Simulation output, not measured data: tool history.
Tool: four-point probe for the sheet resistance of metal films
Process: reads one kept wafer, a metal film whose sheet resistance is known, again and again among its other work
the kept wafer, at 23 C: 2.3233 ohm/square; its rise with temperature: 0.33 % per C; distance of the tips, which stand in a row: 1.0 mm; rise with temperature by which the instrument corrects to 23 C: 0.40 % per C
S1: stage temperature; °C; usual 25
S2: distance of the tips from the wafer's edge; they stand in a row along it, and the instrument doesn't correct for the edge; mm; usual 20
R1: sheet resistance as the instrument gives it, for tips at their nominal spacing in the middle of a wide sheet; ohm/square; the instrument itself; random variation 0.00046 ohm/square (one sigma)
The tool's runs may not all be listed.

run 1 hour=0 | S1=25 S2=20 | R1=2.31241
run 2 hour=36.8 | S1=25 S2=4 | R1=2.385029
run 3 hour=84.1 | S1=25 S2=31 | R1=2.310167
run 4 hour=142.4 | S1=25 S2=31 | R1=2.310131
run 5 hour=203.9 | S1=24 S2=20 | R1=2.312417
run 6 hour=265.5 | S1=24 S2=20 | R1=2.31314
run 7 hour=348.3 | S1=24 S2=20 | R1=2.312841
run 8 hour=424.6 | S1=24 S2=20 | R1=2.312835
run 9 hour=490.3 | S1=24 S2=20 | R1=2.312776
run 10 hour=579 | S1=19 S2=20 | R1=2.319666
run 11 hour=658.1 | S1=19 S2=20 | R1=2.319779
run 12 hour=710.1 | S1=19 S2=20 | R1=2.319018
run 13 hour=789.1 | S1=19 S2=20 | R1=2.318189
run 14 hour=856 | S1=19 S2=4 | R1=2.390511
-- hour=864.2 stage's thermometer calibrated
run 15 hour=922.6 | S1=27 S2=44 | R1=2.303055
run 16 hour=996.7 | S1=19 S2=38 | R1=2.315466
run 17 hour=1036.2 | S1=19 S2=38 | R1=2.314828
run 18 hour=1090.9 | S1=18 S2=4 | R1=2.39059
run 19 hour=1174.2 | S1=25 S2=3 | R1=2.432908
run 20 hour=1262.7 | S1=25 S2=3 | R1=2.433293
-- hour=1303.7 stage's thermometer calibrated, once more
run 21 hour=1310.8 | S1=25 S2=3 | R1=2.434883
run 22 hour=1354.9 | S1=34 S2=20 | R1=2.295244
run 23 hour=1401.8 | S1=29 S2=20 | R1=2.303328
run 24 hour=1447.8 | S1=18 S2=17 | R1=2.320129
run 25 hour=1524.4 | S1=18 S2=12 | R1=2.324429
run 26 hour=1589.9 | S1=20 S2=14 | R1=2.317707
run 27 hour=1650.8 | S1=20 S2=14 | R1=2.317454
run 28 hour=1718.4 | S1=20 S2=14 | R1=2.317961

Forecast each of these 4 alternatives for the next run:
run A hour=1754.8 | S1=30 S2=8 | R1=?
run B hour=1754.8 | S1=18 S2=5 | R1=?
run C hour=1754.8 | S1=34 S2=8 | R1=?
run D hour=1754.8 | S1=20 S2=4 | R1=?

run=A R1=2.31566
run=B R1=2.362724
run=C R1=2.309748
run=D R1=2.387012
Without the tool's hidden state the same runs would have given:
run=A R1=2.332431
run=B R1=2.379841
run=C R1=2.326469
run=D R1=2.404286
